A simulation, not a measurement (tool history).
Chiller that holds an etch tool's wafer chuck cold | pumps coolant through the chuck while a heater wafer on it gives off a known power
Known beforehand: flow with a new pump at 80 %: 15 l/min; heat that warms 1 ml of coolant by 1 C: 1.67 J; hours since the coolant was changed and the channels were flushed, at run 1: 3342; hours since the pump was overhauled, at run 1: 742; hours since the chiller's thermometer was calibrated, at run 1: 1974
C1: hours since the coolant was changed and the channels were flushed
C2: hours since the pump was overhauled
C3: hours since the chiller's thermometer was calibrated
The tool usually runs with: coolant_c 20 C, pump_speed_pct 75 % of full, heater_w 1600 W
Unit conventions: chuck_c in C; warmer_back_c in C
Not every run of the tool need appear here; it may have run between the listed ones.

run 1 hour=0 | coolant_c=20 pump_speed_pct=75 heater_w=1600 | C1=3342 C2=742 C3=1974 | chuck_c=30.3 warmer_back_c=4.09
run 2 hour=63.2 | coolant_c=20 pump_speed_pct=74 heater_w=1600 | C1=3405 C2=806 C3=2037 | chuck_c=30.3 warmer_back_c=4.17
run 3 hour=120.9 | coolant_c=20 pump_speed_pct=74 heater_w=1600 | C1=3463 C2=863 C3=2095 | chuck_c=30.3 warmer_back_c=4.18
run 4 hour=200 | coolant_c=20 pump_speed_pct=74 heater_w=1600 | C1=3542 C2=943 C3=2174 | chuck_c=30.4 warmer_back_c=4.15
run 5 hour=268.8 | coolant_c=20 pump_speed_pct=75 heater_w=1600 | C1=3611 C2=1011 C3=2243 | chuck_c=30.4 warmer_back_c=4.1
run 6 hour=334 | coolant_c=12 pump_speed_pct=75 heater_w=1600 | C1=3676 C2=1076 C3=2308 | chuck_c=22.5 warmer_back_c=4.1
run 7 hour=374.5 | coolant_c=12 pump_speed_pct=75 heater_w=1600 | C1=3717 C2=1117 C3=2349 | chuck_c=22.5 warmer_back_c=4.13
run 8 hour=445.3 | coolant_c=20 pump_speed_pct=96 heater_w=1600 | C1=3787 C2=1188 C3=2419 | chuck_c=29.2 warmer_back_c=3.25
run 9 hour=509 | coolant_c=20 pump_speed_pct=96 heater_w=1600 | C1=3851 C2=1251 C3=2483 | chuck_c=29.1 warmer_back_c=3.3
run 10 hour=554.9 | coolant_c=20 pump_speed_pct=96 heater_w=1600 | C1=3897 C2=1297 C3=2529 | chuck_c=29.2 warmer_back_c=3.32
run 11 hour=640.3 | coolant_c=20 pump_speed_pct=75 heater_w=1600 | C1=3982 C2=1383 C3=2614 | chuck_c=30.3 warmer_back_c=4.12
run 12 hour=706.2 | coolant_c=20 pump_speed_pct=75 heater_w=1600 | C1=4048 C2=1449 C3=2680 | chuck_c=30.5 warmer_back_c=4.13
run 13 hour=780.1 | coolant_c=20 pump_speed_pct=75 heater_w=1600 | C1=4122 C2=1523 C3=2754 | chuck_c=30.4 warmer_back_c=4.12
run 14 hour=841.3 | coolant_c=20 pump_speed_pct=75 heater_w=1408 | C1=4183 C2=1584 C3=2815 | chuck_c=29.2 warmer_back_c=3.7
run 15 hour=919.3 | coolant_c=20 pump_speed_pct=75 heater_w=1600 | C1=4261 C2=1662 C3=2893 | chuck_c=30.5 warmer_back_c=4.17
-- hour=926.4 chiller's thermometer calibrated
run 16 hour=1005.1 | coolant_c=12 pump_speed_pct=75 heater_w=1600 | C1=4346 C2=1747 C3=79 | chuck_c=22.4 warmer_back_c=4.12
run 17 hour=1078.3 | coolant_c=15 pump_speed_pct=75 heater_w=939 | C1=4419 C2=1820 C3=152 | chuck_c=21.3 warmer_back_c=2.47
run 18 hour=1120.2 | coolant_c=20 pump_speed_pct=73 heater_w=1600 | C1=4461 C2=1862 C3=194 | chuck_c=30.7 warmer_back_c=4.23
run 19 hour=1199.9 | coolant_c=20 pump_speed_pct=76 heater_w=1600 | C1=4541 C2=1941 C3=274 | chuck_c=30.5 warmer_back_c=4.08
run 20 hour=1257.9 | coolant_c=20 pump_speed_pct=76 heater_w=1600 | C1=4599 C2=1999 C3=332 | chuck_c=30.7 warmer_back_c=4.11
-- hour=1313.3 chiller's thermometer calibrated, once more
run 21 hour=1349.3 | coolant_c=12 pump_speed_pct=94 heater_w=1501 | C1=4689 C2=2090 C3=36 | chuck_c=20.8 warmer_back_c=3.21
run 22 hour=1421.6 | coolant_c=20 pump_speed_pct=75 heater_w=1684 | C1=4762 C2=2162 C3=108 | chuck_c=31.2 warmer_back_c=4.44
run 23 hour=1464.5 | coolant_c=20 pump_speed_pct=60 heater_w=2038 | C1=4804 C2=2205 C3=151 | chuck_c=35.2 warmer_back_c=6.54
run 24 hour=1524.5 | coolant_c=20 pump_speed_pct=60 heater_w=2038 | C1=4865 C2=2265 C3=211 | chuck_c=35 warmer_back_c=6.57
run 25 hour=1563.4 | coolant_c=17 pump_speed_pct=87 heater_w=841 | C1=4903 C2=2304 C3=250 | chuck_c=22.1 warmer_back_c=1.89
run 26 hour=1652.9 | coolant_c=17 pump_speed_pct=75 heater_w=1645 | C1=4993 C2=2393 C3=340 | chuck_c=27.8 warmer_back_c=4.32
run 27 hour=1699.4 | coolant_c=17 pump_speed_pct=75 heater_w=1645 | C1=5039 C2=2440 C3=386 | chuck_c=27.7 warmer_back_c=4.33
run 28 hour=1753 | coolant_c=16 pump_speed_pct=75 heater_w=1803 | C1=5093 C2=2493 C3=440 | chuck_c=27.8 warmer_back_c=4.75
run 29 hour=1826.9 | coolant_c=22 pump_speed_pct=75 heater_w=1582 | C1=5167 C2=2567 C3=514 | chuck_c=32.4 warmer_back_c=4.17
run 30 hour=1879.3 | coolant_c=22 pump_speed_pct=75 heater_w=1582 | C1=5219 C2=2620 C3=566 | chuck_c=32.4 warmer_back_c=4.12

Each row is a separate what-if for the run after 30, all from the same tool condition, not one after another. Results?
run A hour=1949 | coolant_c=20 pump_speed_pct=68 heater_w=1991 | C1=5289 C2=2689 C3=636 | chuck_c=? warmer_back_c=?
run B hour=1949 | coolant_c=22 pump_speed_pct=78 heater_w=1582 | C1=5289 C2=2689 C3=636 | chuck_c=? warmer_back_c=?
run C hour=1949 | coolant_c=12 pump_speed_pct=73 heater_w=834 | C1=5289 C2=2689 C3=636 | chuck_c=? warmer_back_c=?
run D hour=1949 | coolant_c=11 pump_speed_pct=68 heater_w=2140 | C1=5289 C2=2689 C3=636 | chuck_c=? warmer_back_c=?

run=A chuck_c=34 warmer_back_c=5.77
run=B chuck_c=32.3 warmer_back_c=4.02
run=C chuck_c=17.8 warmer_back_c=2.21
run=D chuck_c=25.8 warmer_back_c=6.2
The same runs, with their run-to-run variation unchanged, on a tool lacking any hidden condition would have given:
run=A chuck_c=32.9 warmer_back_c=5.58
run=B chuck_c=31.5 warmer_back_c=3.88
run=C chuck_c=17.3 warmer_back_c=2.13
run=D chuck_c=24.7 warmer_back_c=6

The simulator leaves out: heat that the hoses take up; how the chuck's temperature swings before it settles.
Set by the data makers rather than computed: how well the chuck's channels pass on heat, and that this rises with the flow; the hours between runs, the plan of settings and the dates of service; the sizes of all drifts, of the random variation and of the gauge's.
